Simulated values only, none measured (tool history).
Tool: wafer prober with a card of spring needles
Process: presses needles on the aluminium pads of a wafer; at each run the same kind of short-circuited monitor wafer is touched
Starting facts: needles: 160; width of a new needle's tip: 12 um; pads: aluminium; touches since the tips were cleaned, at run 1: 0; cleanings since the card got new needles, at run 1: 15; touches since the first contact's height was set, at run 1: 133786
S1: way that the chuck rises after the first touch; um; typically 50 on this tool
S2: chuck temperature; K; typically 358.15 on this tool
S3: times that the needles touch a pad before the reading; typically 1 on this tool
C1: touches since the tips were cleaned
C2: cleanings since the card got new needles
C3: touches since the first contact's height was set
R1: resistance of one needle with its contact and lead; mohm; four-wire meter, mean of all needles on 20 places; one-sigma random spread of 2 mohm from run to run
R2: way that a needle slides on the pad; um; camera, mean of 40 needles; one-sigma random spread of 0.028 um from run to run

Run 1, hour 0.0: usual settings; C1 0; C2 15; C3 133786. Result: R1 223 mohm, R2 13.10 um.
Run 2, hour 20.5: usual settings; C1 5816; C2 15; C3 139602. Result: R1 251 mohm, R2 13.08 um.
At hour 26.3: tips cleaned on abrasive film.
Run 3, hour 32.0: usual settings; C1 1620; C2 16; C3 142840. Result: R1 263 mohm, R2 12.92 um.
Run 4, hour 45.9: usual settings; C1 5590; C2 16; C3 146810. Result: R1 263 mohm, R2 12.93 um.
At hour 52.7: tips cleaned on abrasive film.
Run 5, hour 66.1: usual settings; C1 3785; C2 17; C3 152501. Result: R1 248 mohm, R2 12.92 um.
Run 6, hour 76.4: usual settings but S1 45 um; C1 6727; C2 17; C3 155443. Result: R1 264 mohm, R2 11.53 um.
At hour 79.3: tips cleaned on abrasive film.
Run 7, hour 92.0: usual settings but S1 45 um; C1 3604; C2 18; C3 159847. Result: R1 253 mohm, R2 11.58 um.
Run 8, hour 102.6: usual settings but S1 45 um; C1 6603; C2 18; C3 162846. Result: R1 261 mohm, R2 11.55 um.
At hour 106.1: tips cleaned on abrasive film.
Run 9, hour 114.1: usual settings but S1 45 um; C1 2250; C2 19; C3 166077. Result: R1 248 mohm, R2 11.53 um.
At hour 132.4: tips cleaned on abrasive film.
Run 10, hour 136.0: usual settings; C1 1009; C2 20; C3 172272. Result: R1 231 mohm, R2 12.85 um.
Run 11, hour 157.0: usual settings; C1 6982; C2 20; C3 178245. Result: R1 256 mohm, R2 12.76 um.
At hour 159.1: tips cleaned on abrasive film.
At hour 160.3: tips cleaned on abrasive film, once more.
Run 12, hour 176.0: usual settings but S1 30 um; C1 4475; C2 22; C3 183596. Result: R1 321 mohm, R2 7.39 um.
At hour 187.1: tips cleaned on abrasive film.
Run 13, hour 193.3: usual settings but S1 30 um; C1 1771; C2 23; C3 188471. Result: R1 283 mohm, R2 7.43 um.
At hour 214.8: tips cleaned on abrasive film.
Run 14, hour 215.4: usual settings; C1 172; C2 24; C3 194724. Result: R1 229 mohm, R2 12.69 um.
Run 15, hour 233.5: usual settings; C1 5313; C2 24; C3 199865. Result: R1 248 mohm, R2 12.79 um.
At hour 241.4: tips cleaned on abrasive film.
Run 16, hour 244.5: usual settings; C1 869; C2 25; C3 202961. Result: R1 235 mohm, R2 12.69 um.
Run 17, hour 258.8: usual settings; C1 4940; C2 25; C3 207032. Result: R1 253 mohm, R2 12.75 um.
At hour 268.0: tips cleaned on abrasive film.
Run 18, hour 271.2: usual settings; C1 890; C2 26; C3 210515. Result: R1 235 mohm, R2 12.71 um.
Run 19, hour 282.2: usual settings but S1 32 um; C1 4018; C2 26; C3 213643. Result: R1 304 mohm, R2 7.89 um.
Run 20, hour 292.1: usual settings but S1 53 um; C1 6844; C2 26; C3 216469. Result: R1 255 mohm, R2 13.51 um.
At hour 294.4: tips cleaned on abrasive film.
Run 21, hour 309.6: usual settings but S1 64 um, S2 328.15 K, S3 2; C1 4331; C2 27; C3 221405. Result: R1 219 mohm, R2 16.42 um.
At hour 320.8: tips cleaned on abrasive film.
Run 22, hour 320.8: usual settings but S1 41 um, S2 333.15 K; C1 0; C2 28; C3 224541. Result: R1 227 mohm, R2 10.25 um.
Run 23, hour 338.3: usual settings but S1 41 um, S2 333.15 K; C1 4979; C2 28; C3 229520. Result: R1 265 mohm, R2 10.25 um.
At hour 348.3: tips cleaned on abrasive film.
Run 24, hour 350.2: usual settings but S1 57 um, S2 350.15 K, S3 2; C1 549; C2 29; C3 232887. Result: R1 223 mohm, R2 14.53 um.
Run 25, hour 364.9: usual settings but S1 66 um, S2 374.15 K, S3 3; C1 4725; C2 29; C3 237063. Result: R1 225 mohm, R2 16.92 um.
At hour 375.1: tips cleaned on abrasive film.
Run 26, hour 381.1: usual settings but S1 66 um, S2 357.15 K, S3 2; C1 1686; C2 30; C3 241622. Result: R1 224 mohm, R2 16.96 um.
At hour 397.2: height of the first contact set anew.
At hour 403.1: tips cleaned on abrasive film.
Run 27, hour 403.9: usual settings but S1 53 um, S2 336.15 K, S3 2; C1 229; C2 31; C3 1868. Result: R1 217 mohm, R2 14.22 um.
Run 28, hour 426.0: usual settings but S1 35 um, S2 298.15 K, S3 2; C1 6492; C2 31; C3 8131. Result: R1 257 mohm, R2 9.39 um.
At hour 430.7: tips cleaned on abrasive film.
Run 29, hour 436.0: usual settings but S1 47 um, S2 328.15 K, S3 3; C1 1508; C2 32; C3 10953. Result: R1 223 mohm, R2 12.56 um.
Run 30, hour 453.5: usual settings but S1 67 um, S2 314.15 K; C1 6495; C2 32; C3 15940. Result: R1 226 mohm, R2 17.94 um.
At hour 457.2: tips cleaned on abrasive film.
Run 31, hour 473.6: usual settings but S1 67 um, S2 333.15 K; C1 4653; C2 33; C3 21611. Result: R1 228 mohm, R2 17.92 um.
At hour 484.0: tips cleaned on abrasive film.
Run 32, hour 488.4: usual settings but S1 49 um, S2 333.15 K; C1 1264; C2 34; C3 25788. Result: R1 231 mohm, R2 13.00 um.
At hour 511.1: tips cleaned on abrasive film.
Run 33, hour 511.1: usual settings but S1 43 um, S2 333.15 K; C1 0; C2 35; C3 32207. Result: R1 216 mohm, R2 11.40 um.

Alternative continuations, all from the tool just after run 33; predict every row:
Run A, hour 526.2: usual settings but S1 37 um, S2 339.15 K; C1 4299; C2 35; C3 36506. Result: R1 ?, R2 ?.
Run B, hour 526.2: usual settings but S1 35 um, S2 333.15 K; C1 4299; C2 35; C3 36506. Result: R1 ?, R2 ?.
Run C, hour 526.2: usual settings but S1 47 um; C1 4299; C2 35; C3 36506. Result: R1 ?, R2 ?.

run   R1     R2
  A  274   9.80
  B  285   9.28
  C  253  12.43
Take away the tool's hidden state, keep each run's random variation, and the runs would have read:
run   R1     R2
  A  221   9.91
  B  224   9.39
  C  219  12.54

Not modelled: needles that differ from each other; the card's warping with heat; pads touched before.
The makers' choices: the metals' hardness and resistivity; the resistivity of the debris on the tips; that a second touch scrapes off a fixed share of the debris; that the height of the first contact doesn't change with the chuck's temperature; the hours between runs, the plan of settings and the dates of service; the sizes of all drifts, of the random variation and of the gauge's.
